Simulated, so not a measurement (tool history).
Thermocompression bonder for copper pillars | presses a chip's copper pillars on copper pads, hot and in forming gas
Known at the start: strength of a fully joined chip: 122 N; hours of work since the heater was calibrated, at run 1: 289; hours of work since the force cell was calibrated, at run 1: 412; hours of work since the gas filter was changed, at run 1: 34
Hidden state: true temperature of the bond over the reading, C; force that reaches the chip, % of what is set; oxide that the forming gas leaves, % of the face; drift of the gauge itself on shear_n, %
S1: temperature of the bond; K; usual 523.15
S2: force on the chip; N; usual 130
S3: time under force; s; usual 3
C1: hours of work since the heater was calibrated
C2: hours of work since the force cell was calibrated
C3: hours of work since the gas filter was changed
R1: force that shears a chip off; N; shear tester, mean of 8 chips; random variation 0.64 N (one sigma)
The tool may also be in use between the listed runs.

{"run": 1, "hour": 0.0, "S1": 523.15, "S2": 130, "S3": 3, "C1": 289, "C2": 412, "C3": 34, "R1": 48.4}
{"run": 2, "hour": 21.2, "S1": 523.15, "S2": 130, "S3": 3, "C1": 304, "C2": 427, "C3": 48, "R1": 48.4}
{"run": 3, "hour": 51.4, "S1": 523.15, "S2": 130, "S3": 3, "C1": 325, "C2": 448, "C3": 69, "R1": 48.8}
{"run": 4, "hour": 78.7, "S1": 523.15, "S2": 130, "S3": 3, "C1": 344, "C2": 467, "C3": 88, "R1": 47.5}
{"run": 5, "hour": 101.0, "S1": 523.15, "S2": 130, "S3": 3, "C1": 359, "C2": 482, "C3": 104, "R1": 47.4}
{"run": 6, "hour": 131.6, "S1": 523.15, "S2": 130, "S3": 3, "C1": 380, "C2": 504, "C3": 125, "R1": 47.2}
{"run": 7, "hour": 148.6, "S1": 523.15, "S2": 130, "S3": 2, "C1": 392, "C2": 516, "C3": 137, "R1": 40.2}
{"run": 8, "hour": 170.8, "S1": 525.15, "S2": 130, "S3": 2, "C1": 408, "C2": 531, "C3": 152, "R1": 41.0}
{"run": 9, "hour": 196.7, "S1": 523.15, "S2": 130, "S3": 3, "C1": 426, "C2": 549, "C3": 170, "R1": 46.8}
{"run": 10, "hour": 222.4, "S1": 523.15, "S2": 130, "S3": 3, "C1": 443, "C2": 567, "C3": 188, "R1": 46.6}
{"run": 11, "hour": 242.2, "S1": 501.15, "S2": 130, "S3": 3, "C1": 457, "C2": 580, "C3": 202, "R1": 33.7}
{"run": 12, "hour": 261.9, "S1": 501.15, "S2": 130, "S3": 3, "C1": 471, "C2": 594, "C3": 216, "R1": 33.7}
{"run": 13, "hour": 288.0, "S1": 501.15, "S2": 130, "S3": 3, "C1": 489, "C2": 612, "C3": 234, "R1": 33.3}

Forecast run 14:
{"hour": 292.5, "done": "forming gas filter changed"}
{"run": 14, "hour": 303.7, "S1": 501.15, "S2": 130, "S3": 3, "C1": 500, "C2": 623, "C3": 8, "R1": "?"}

R1: 32.7 N
Without the tool's hidden state the same run would have given R1 35.0 N.

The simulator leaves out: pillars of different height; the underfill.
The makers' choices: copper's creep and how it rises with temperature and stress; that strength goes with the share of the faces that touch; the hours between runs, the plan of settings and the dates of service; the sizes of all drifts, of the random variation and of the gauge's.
